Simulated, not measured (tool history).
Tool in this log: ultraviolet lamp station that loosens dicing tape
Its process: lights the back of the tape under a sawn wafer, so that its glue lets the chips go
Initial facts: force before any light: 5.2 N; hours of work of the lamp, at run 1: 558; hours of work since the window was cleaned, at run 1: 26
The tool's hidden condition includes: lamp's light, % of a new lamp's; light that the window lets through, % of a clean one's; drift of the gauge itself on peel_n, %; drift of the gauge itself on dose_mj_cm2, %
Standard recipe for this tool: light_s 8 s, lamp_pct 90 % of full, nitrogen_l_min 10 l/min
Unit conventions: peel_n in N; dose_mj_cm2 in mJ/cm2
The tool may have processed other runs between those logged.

run     day  light_s  lamp_pct  nitrogen_l_min  hours of work of the lamp  hours of work since the window was cleaned  peel_n  dose_mj_cm2
  1   0.000        8        90              10                        558                                          26   0.198          373
  2   0.954        8        90              10                        574                                          42   0.201          366
  3   2.592        8        90              10                        602                                          70   0.206          361
  4   4.596        8        90              10                        636                                         104   0.228          354
  5   6.054        8        90              10                        661                                         129   0.231          341
  6   7.375        8        90              10                        684                                         151   0.220          339
  7   9.496        8        90               5                        720                                         188   0.454          327
     11.450  -- window cleaned of glue's vapour
  8  11.700        8        90               5                        757                                           4   0.373          353
  9  12.788        8        90               5                        775                                          23   0.384          344
 10  14.238        8        90               5                        800                                          47   0.401          335
 11  15.538        7        90               5                        822                                          70   0.541          290
 12  17.571       11        64               7                        857                                         104   0.361          316
 13  19.804       11        82              14                        895                                         142   0.158          395
 14  21.400       11        71              14                        922                                         169   0.200          333
 15  23.612       11        71               4                        960                                         207   0.550          321
     24.554  -- window cleaned of glue's vapour
 16  25.796       11        71               4                        996                                          21   0.492          348
 17  27.608        5        90              16                       1027                                          52   0.520          196
 18  28.633       10        64               7                       1045                                          69   0.475          269
 19  29.754       10        64               7                       1064                                          89   0.513          268
 20  31.208       10        91               7                       1089                                         113   0.251          373

A few steps of peel_n between consecutive runs. Split each: what settings, incoming material and random variation would produce without the hidden state, and what is left over for the hidden state, along with gauge scatter present in only one of the two compared results (measured, and without hidden state):
Run 14 -> 15: nitrogen_l_min 14 -> 4. peel_n +0.350 N: hidden state +0.250, all else +0.100.
Run 19 -> 20: lamp_pct 64 -> 91. peel_n -0.262 N: hidden state -0.173, all else -0.089.
